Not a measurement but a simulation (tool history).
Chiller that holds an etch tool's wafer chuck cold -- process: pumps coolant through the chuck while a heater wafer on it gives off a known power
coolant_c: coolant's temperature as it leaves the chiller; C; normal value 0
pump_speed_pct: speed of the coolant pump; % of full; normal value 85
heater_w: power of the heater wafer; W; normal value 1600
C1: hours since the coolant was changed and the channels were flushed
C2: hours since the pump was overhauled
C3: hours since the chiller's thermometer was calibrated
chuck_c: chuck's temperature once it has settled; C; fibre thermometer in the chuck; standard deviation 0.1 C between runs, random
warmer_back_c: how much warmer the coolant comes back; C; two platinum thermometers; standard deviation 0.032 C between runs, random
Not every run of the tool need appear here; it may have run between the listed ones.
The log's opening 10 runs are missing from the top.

run 11 day=66.325 | coolant_c=1 pump_speed_pct=90 heater_w=975 | C1=346 C2=7970 C3=105 | chuck_c=8.2 warmer_back_c=2.13
run 12 day=75.167 | coolant_c=0 pump_speed_pct=85 heater_w=1600 | C1=558 C2=8182 C3=317 | chuck_c=12.2 warmer_back_c=3.7
-- day=76.1 coolant pump overhauled
run 13 day=84.65 | coolant_c=0 pump_speed_pct=85 heater_w=1600 | C1=781 C2=205 C3=540 | chuck_c=10.9 warmer_back_c=3.26
run 14 day=90.204 | coolant_c=0 pump_speed_pct=85 heater_w=1600 | C1=914 C2=338 C3=673 | chuck_c=11 warmer_back_c=3.25
run 15 day=96.083 | coolant_c=0 pump_speed_pct=85 heater_w=1014 | C1=1055 C2=480 C3=814 | chuck_c=6.8 warmer_back_c=2.11
run 16 day=101 | coolant_c=0 pump_speed_pct=85 heater_w=1014 | C1=1173 C2=598 C3=932 | chuck_c=7 warmer_back_c=2.1
run 17 day=110.321 | coolant_c=2 pump_speed_pct=87 heater_w=1014 | C1=1397 C2=821 C3=1156 | chuck_c=9.1 warmer_back_c=2.08
run 18 day=118.246 | coolant_c=-8 pump_speed_pct=85 heater_w=1600 | C1=1587 C2=1012 C3=1346 | chuck_c=3.3 warmer_back_c=3.3
run 19 day=124.242 | coolant_c=0 pump_speed_pct=85 heater_w=1779 | C1=1731 C2=1155 C3=1490 | chuck_c=12.6 warmer_back_c=3.68
run 20 day=131.95 | coolant_c=0 pump_speed_pct=85 heater_w=1779 | C1=1916 C2=1340 C3=1675 | chuck_c=12.3 warmer_back_c=3.7
run 21 day=138.65 | coolant_c=10 pump_speed_pct=65 heater_w=1600 | C1=2077 C2=1501 C3=1836 | chuck_c=24.6 warmer_back_c=4.45
run 22 day=144.525 | coolant_c=-2 pump_speed_pct=89 heater_w=1600 | C1=2218 C2=1642 C3=1977 | chuck_c=8.9 warmer_back_c=3.2
-- day=148.446 chiller's thermometer calibrated
run 23 day=148.921 | coolant_c=-3 pump_speed_pct=85 heater_w=1600 | C1=2322 C2=1747 C3=11 | chuck_c=8.8 warmer_back_c=3.35
run 24 day=157.804 | coolant_c=-8 pump_speed_pct=75 heater_w=1887 | C1=2536 C2=1960 C3=225 | chuck_c=7.8 warmer_back_c=4.51
run 25 day=164.858 | coolant_c=-8 pump_speed_pct=75 heater_w=1887 | C1=2705 C2=2129 C3=394 | chuck_c=7.8 warmer_back_c=4.52
run 26 day=174.129 | coolant_c=-8 pump_speed_pct=75 heater_w=1887 | C1=2927 C2=2352 C3=616 | chuck_c=7.8 warmer_back_c=4.55
run 27 day=181.121 | coolant_c=-8 pump_speed_pct=88 heater_w=1887 | C1=3095 C2=2520 C3=784 | chuck_c=5.5 warmer_back_c=3.84
run 28 day=190.275 | coolant_c=-3 pump_speed_pct=88 heater_w=1201 | C1=3315 C2=2739 C3=1004 | chuck_c=5.6 warmer_back_c=2.46
run 29 day=199.342 | coolant_c=-9 pump_speed_pct=63 heater_w=1386 | C1=3533 C2=2957 C3=1222 | chuck_c=5 warmer_back_c=4.1
run 30 day=208.85 | coolant_c=-5 pump_speed_pct=82 heater_w=928 | C1=3761 C2=3185 C3=1450 | chuck_c=2.2 warmer_back_c=2.01
run 31 day=213.679 | coolant_c=0 pump_speed_pct=85 heater_w=2156 | C1=3877 C2=3301 C3=1566 | chuck_c=16.6 warmer_back_c=4.61

Branching from run 31: 4 alternative next runs. What would each branch give?
run A day=218.958 | coolant_c=-7 pump_speed_pct=76 heater_w=1102 | C1=4003 C2=3428 C3=1692 | chuck_c=? warmer_back_c=?
run B day=218.958 | coolant_c=0 pump_speed_pct=99 heater_w=2156 | C1=4003 C2=3428 C3=1692 | chuck_c=? warmer_back_c=?
run C day=218.958 | coolant_c=7 pump_speed_pct=85 heater_w=2156 | C1=4003 C2=3428 C3=1692 | chuck_c=? warmer_back_c=?
run D day=218.958 | coolant_c=4 pump_speed_pct=62 heater_w=851 | C1=4003 C2=3428 C3=1692 | chuck_c=? warmer_back_c=?

run=A chuck_c=2.4 warmer_back_c=2.67
run=B chuck_c=14.3 warmer_back_c=3.91
run=C chuck_c=23.5 warmer_back_c=4.57
run=D chuck_c=12.9 warmer_back_c=2.6
With no hidden state in the tool, these same runs would have given:
run=A chuck_c=1.4 warmer_back_c=2.53
run=B chuck_c=12.6 warmer_back_c=3.71
run=C chuck_c=21.6 warmer_back_c=4.34
run=D chuck_c=11.9 warmer_back_c=2.47

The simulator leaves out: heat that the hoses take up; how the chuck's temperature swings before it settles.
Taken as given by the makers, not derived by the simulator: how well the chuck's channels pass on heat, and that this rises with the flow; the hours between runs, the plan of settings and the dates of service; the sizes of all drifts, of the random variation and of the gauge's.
